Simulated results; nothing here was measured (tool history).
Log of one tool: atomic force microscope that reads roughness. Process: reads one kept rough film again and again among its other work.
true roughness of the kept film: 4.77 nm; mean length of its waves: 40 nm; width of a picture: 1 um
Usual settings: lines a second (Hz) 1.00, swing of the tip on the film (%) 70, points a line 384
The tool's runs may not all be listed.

run	hour	lines a second (Hz)	swing of the tip on the film (%)	points a line	roughness of the kept film (nm (root mean square))
1	0.0	1.00	70	384	3.754
2	4.8	1.00	70	384	3.718
3	9.7	1.00	70	384	3.667
4	14.8	1.00	70	384	3.627
# hour 16.3: height scale calibrated on a step standard
5	21.3	1.00	70	384	3.650
# hour 23.4: new tip fitted
6	26.3	1.00	70	384	3.997
7	35.8	1.00	70	611	3.945
8	42.3	3.86	66	732	3.540
# hour 46.1: height scale calibrated on a step standard, once more
9	48.1	3.86	66	732	3.530
10	56.4	2.19	80	442	3.347
11	66.3	2.19	80	442	3.287
12	72.6	1.15	89	440	3.379
13	82.5	1.15	89	440	3.322

5 ways to go on from here, each from the tool as it stands after run 13. What would each give?
A	87.6	1.00	68	384	?
B	87.6	1.00	70	819	?
C	87.6	0.66	81	976	?
D	87.6	0.80	70	384	?
E	87.6	3.61	89	440	?

run	roughness of the kept film (nm (root mean square))
A	3.660
B	3.690
C	3.606
D	3.683
E	2.549
Without the tool's hidden state the same runs would have given:
run	roughness of the kept film (nm (root mean square))
A	4.043
B	4.076
C	3.983
D	4.067
E	2.816
